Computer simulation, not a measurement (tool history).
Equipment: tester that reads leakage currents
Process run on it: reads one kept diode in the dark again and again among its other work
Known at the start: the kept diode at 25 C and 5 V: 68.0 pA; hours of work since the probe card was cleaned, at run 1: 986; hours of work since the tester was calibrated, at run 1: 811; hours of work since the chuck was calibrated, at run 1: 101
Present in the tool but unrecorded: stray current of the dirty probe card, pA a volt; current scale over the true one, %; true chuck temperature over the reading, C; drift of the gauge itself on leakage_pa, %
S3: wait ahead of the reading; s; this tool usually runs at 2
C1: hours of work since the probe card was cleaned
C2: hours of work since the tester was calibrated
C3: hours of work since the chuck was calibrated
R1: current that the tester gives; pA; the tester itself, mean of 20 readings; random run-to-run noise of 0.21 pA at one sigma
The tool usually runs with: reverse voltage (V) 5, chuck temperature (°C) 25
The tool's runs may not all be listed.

run 1 day=0 | reverse_voltage_(V)=5 chuck_temperature_(°C)=25 S3=2 | C1=986 C2=811 C3=101 | R1=72
run 2 day=3.142 | reverse_voltage_(V)=5 chuck_temperature_(°C)=25 S3=2 | C1=1036 C2=861 C3=151 | R1=72.28
run 3 day=5.679 | reverse_voltage_(V)=5 chuck_temperature_(°C)=25 S3=2 | C1=1076 C2=901 C3=191 | R1=72.13
run 4 day=7.567 | reverse_voltage_(V)=5 chuck_temperature_(°C)=25 S3=2 | C1=1106 C2=930 C3=220 | R1=71.88
run 5 day=10.246 | reverse_voltage_(V)=5 chuck_temperature_(°C)=25 S3=2 | C1=1148 C2=973 C3=262 | R1=71.82
run 6 day=12.658 | reverse_voltage_(V)=5 chuck_temperature_(°C)=25 S3=2 | C1=1186 C2=1011 C3=300 | R1=71.85
run 7 day=16.133 | reverse_voltage_(V)=2.09 chuck_temperature_(°C)=25 S3=1.34 | C1=1241 C2=1065 C3=355 | R1=52.58
run 8 day=18.279 | reverse_voltage_(V)=2.09 chuck_temperature_(°C)=25 S3=1.34 | C1=1274 C2=1099 C3=389 | R1=52.68
-- day=18.554 tester calibrated
run 9 day=21.625 | reverse_voltage_(V)=2.09 chuck_temperature_(°C)=25 S3=1.34 | C1=1326 C2=48 C3=440 | R1=52.37
run 10 day=23.642 | reverse_voltage_(V)=2.09 chuck_temperature_(°C)=25 S3=1.34 | C1=1357 C2=80 C3=472 | R1=52.58
run 11 day=25.329 | reverse_voltage_(V)=16.34 chuck_temperature_(°C)=25 S3=0.35 | C1=1384 C2=107 C3=499 | R1=126.53

Predict each of these 3 candidate next runs independently; none follows another, all start after run 11:
run A day=28.417 | reverse_voltage_(V)=16.34 chuck_temperature_(°C)=47 S3=0.35 | C1=1433 C2=155 C3=547 | R1=?
run B day=28.417 | reverse_voltage_(V)=5 chuck_temperature_(°C)=25 S3=0.37 | C1=1433 C2=155 C3=547 | R1=?
run C day=28.417 | reverse_voltage_(V)=2.67 chuck_temperature_(°C)=25 S3=2 | C1=1433 C2=155 C3=547 | R1=?

run=A R1=528.97
run=B R1=74.97
run=C R1=56.52
The same runs, with their run-to-run variation unchanged, on a tool lacking any hidden condition would have given:
run=A R1=526.57
run=B R1=72.28
run=C R1=55.67

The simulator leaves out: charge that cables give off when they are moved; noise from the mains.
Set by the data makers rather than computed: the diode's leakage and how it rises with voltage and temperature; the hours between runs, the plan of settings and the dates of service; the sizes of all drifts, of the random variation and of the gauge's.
